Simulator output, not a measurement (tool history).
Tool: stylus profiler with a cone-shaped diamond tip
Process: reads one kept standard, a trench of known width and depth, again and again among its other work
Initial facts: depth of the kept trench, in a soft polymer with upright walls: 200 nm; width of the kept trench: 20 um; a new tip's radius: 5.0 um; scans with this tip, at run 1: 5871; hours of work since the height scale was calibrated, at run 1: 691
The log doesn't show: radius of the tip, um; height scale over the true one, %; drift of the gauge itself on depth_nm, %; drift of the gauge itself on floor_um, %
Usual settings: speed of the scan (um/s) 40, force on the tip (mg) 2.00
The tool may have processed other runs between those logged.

run,hour,speed of the scan (um/s),force on the tip (mg),scans with this tip,hours of work since the height scale was calibrated,depth of the trench (Å),width of the trench's floor (µm)
1,0.0,40,2.00,5871,691,2023.2,16.53
2,46.3,88,2.00,6165,726,2022.0,16.40
3,81.9,40,2.00,6392,753,2021.1,16.60
4,133.5,40,2.00,6721,791,2022.8,16.48
5,169.3,40,2.00,6948,818,2021.7,16.47
6,204.0,40,2.51,7169,844,2026.5,16.48
7,228.8,40,2.51,7327,863,2025.3,16.45
8,277.2,40,2.51,7635,899,2025.2,16.43
9,313.3,40,2.00,7864,926,2022.5,16.44
10,359.0,40,2.00,8155,960,2021.8,16.38
11,412.9,40,2.00,8498,1001,2021.5,16.35
12,437.4,40,2.00,8654,1019,2020.3,16.40
13,488.1,22,2.00,8977,1057,2020.8,16.30
14,532.3,16,0.95,9258,1090,2009.9,16.32
15,578.3,16,0.95,9551,1125,2012.3,16.27
# hour 583.0: height scale calibrated on a step standard
16,621.9,76,1.72,9825,29,2017.0,16.14
17,652.8,76,1.72,10022,52,2017.3,16.14
18,682.9,81,0.74,10213,75,2006.1,15.97
# hour 716.0: height scale calibrated on a step standard, once more
19,728.9,81,0.74,10503,10,2013.9,15.93
20,778.6,62,2.00,10819,47,2024.4,16.13

What will run 21 give?
21,825.2,12,1.61,11116,82,?,?

Logged for run 21: depth of the trench (Å) 2021.5, width of the trench's floor (µm) 16.25.
If the tool had no hidden condition, the same run with the same run-to-run variation would have returned depth of the trench (Å) 2021.8, width of the trench's floor (µm) 17.17.

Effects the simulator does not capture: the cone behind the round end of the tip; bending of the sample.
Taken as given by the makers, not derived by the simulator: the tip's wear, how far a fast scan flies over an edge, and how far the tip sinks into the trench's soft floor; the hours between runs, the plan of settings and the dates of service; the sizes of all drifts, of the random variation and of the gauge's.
